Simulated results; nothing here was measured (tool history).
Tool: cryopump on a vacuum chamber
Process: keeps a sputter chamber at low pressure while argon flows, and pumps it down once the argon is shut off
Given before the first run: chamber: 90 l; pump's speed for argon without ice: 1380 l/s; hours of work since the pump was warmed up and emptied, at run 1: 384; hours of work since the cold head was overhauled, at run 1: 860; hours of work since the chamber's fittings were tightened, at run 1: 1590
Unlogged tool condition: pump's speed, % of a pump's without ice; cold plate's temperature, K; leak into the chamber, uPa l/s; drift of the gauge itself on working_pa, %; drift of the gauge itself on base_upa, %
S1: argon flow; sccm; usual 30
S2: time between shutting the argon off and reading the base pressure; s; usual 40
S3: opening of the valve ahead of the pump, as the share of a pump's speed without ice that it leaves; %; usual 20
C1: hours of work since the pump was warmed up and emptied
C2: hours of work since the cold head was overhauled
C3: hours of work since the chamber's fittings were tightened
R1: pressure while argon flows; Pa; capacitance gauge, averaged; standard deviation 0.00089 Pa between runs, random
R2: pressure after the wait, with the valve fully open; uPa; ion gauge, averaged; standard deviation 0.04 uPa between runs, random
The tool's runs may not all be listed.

run,hour,S1,S2,S3,C1,C2,C3,R1,R2
1,0.0,30,40,20,384,860,1590,0.1980,3.02
2,90.1,30,40,20,433,910,1640,0.2006,3.05
# hour 160.3: pump warmed up, emptied and cooled again
3,187.9,30,196,20,15,961,1691,0.1840,1.09
4,274.9,30,196,20,63,1009,1739,0.1846,1.14
5,332.9,30,40,30,95,1041,1771,0.1257,2.84
# hour 367.1: leaking fittings of the chamber tightened, without venting
6,424.3,30,40,44,145,1090,32,0.0867,2.45
7,490.7,28,40,20,181,1127,68,0.1774,2.39
8,530.8,28,40,20,203,1149,90,0.1763,2.42
9,594.1,28,40,20,238,1184,125,0.1797,2.47
10,685.8,28,40,20,289,1235,176,0.1788,2.48
11,780.4,28,40,20,341,1287,228,0.1829,2.50
12,864.3,46,57,20,387,1333,274,0.2996,1.95
13,959.3,46,57,20,440,1385,327,0.3028,1.97
# hour 1022.4: pump warmed up, emptied and cooled again
14,1059.2,46,57,20,20,1438,379,0.2834,1.88
15,1123.6,37,40,19,56,1473,415,0.2398,2.50
16,1166.9,37,40,50,80,1497,439,0.0944,2.51
17,1252.9,19,25,20,127,1545,486,0.1172,3.67
18,1297.1,31,40,18,152,1569,510,0.2157,2.53
19,1338.4,21,80,26,174,1592,533,0.1025,1.48
20,1381.4,21,80,26,198,1616,557,0.1031,1.46
21,1450.5,18,40,20,236,1654,595,0.1134,2.51
22,1549.2,47,40,46,291,1708,650,0.1381,2.62

Each row is a separate what-if for the run after 22, all from the same tool condition, not one after another. Results?
A,1594.5,44,92,20,316,1733,674,?,?
B,1594.5,30,40,15,316,1733,674,?,?
C,1594.5,30,117,20,316,1733,674,?,?

run,R1,R2
A,0.2816,1.43
B,0.2545,2.64
C,0.1929,1.23
Take away the tool's hidden state, keep each run's random variation, and the runs would have read:
run,R1,R2
A,0.2679,1.13
B,0.2451,2.34
C,0.1835,0.94
